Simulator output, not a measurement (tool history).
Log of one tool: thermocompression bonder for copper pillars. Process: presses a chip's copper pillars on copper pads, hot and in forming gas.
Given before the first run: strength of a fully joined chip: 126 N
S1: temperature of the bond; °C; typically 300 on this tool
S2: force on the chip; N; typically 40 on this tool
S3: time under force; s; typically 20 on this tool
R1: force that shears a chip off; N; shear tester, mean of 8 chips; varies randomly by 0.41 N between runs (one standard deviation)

run 1 day=0.000 | S1=300 S2=40 S3=20 | R1=49.2
run 2 day=1.246 | S1=300 S2=40 S3=20 | R1=48.4
run 3 day=2.721 | S1=300 S2=40 S3=20 | R1=47.6
-- day=4.112 forming gas filter changed
run 4 day=4.112 | S1=300 S2=57 S3=20 | R1=72.6
run 5 day=5.454 | S1=300 S2=40 S3=53 | R1=73.9
run 6 day=6.858 | S1=300 S2=40 S3=11 | R1=41.1
run 7 day=7.721 | S1=300 S2=40 S3=20 | R1=51.0
run 8 day=8.638 | S1=300 S2=40 S3=20 | R1=50.2
run 9 day=9.596 | S1=300 S2=28 S3=20 | R1=36.1
run 10 day=10.558 | S1=300 S2=30 S3=20 | R1=37.5
run 11 day=11.262 | S1=300 S2=40 S3=17 | R1=46.3
run 12 day=12.300 | S1=300 S2=40 S3=17 | R1=46.5
run 13 day=12.971 | S1=280 S2=40 S3=17 | R1=33.2
-- day=13.829 forming gas filter changed
run 14 day=14.067 | S1=280 S2=40 S3=17 | R1=37.3
run 15 day=14.958 | S1=300 S2=40 S3=20 | R1=54.7
run 16 day=15.679 | S1=300 S2=40 S3=20 | R1=53.2
run 17 day=16.971 | S1=275 S2=40 S3=42 | R1=47.8
run 18 day=18.012 | S1=275 S2=40 S3=42 | R1=46.8
run 19 day=18.988 | S1=275 S2=40 S3=42 | R1=46.9
run 20 day=20.221 | S1=300 S2=39 S3=49 | R1=67.7
run 21 day=21.512 | S1=283 S2=37 S3=32 | R1=43.0
run 22 day=22.517 | S1=288 S2=37 S3=19 | R1=37.2

For run 23, what comes out?
run 23 day=23.304 | S1=312 S2=40 S3=20 | R1=?

R1: 57.5 N
On a tool with no hidden condition, and with the same random variation, this run would have come out at R1 59.0 N.
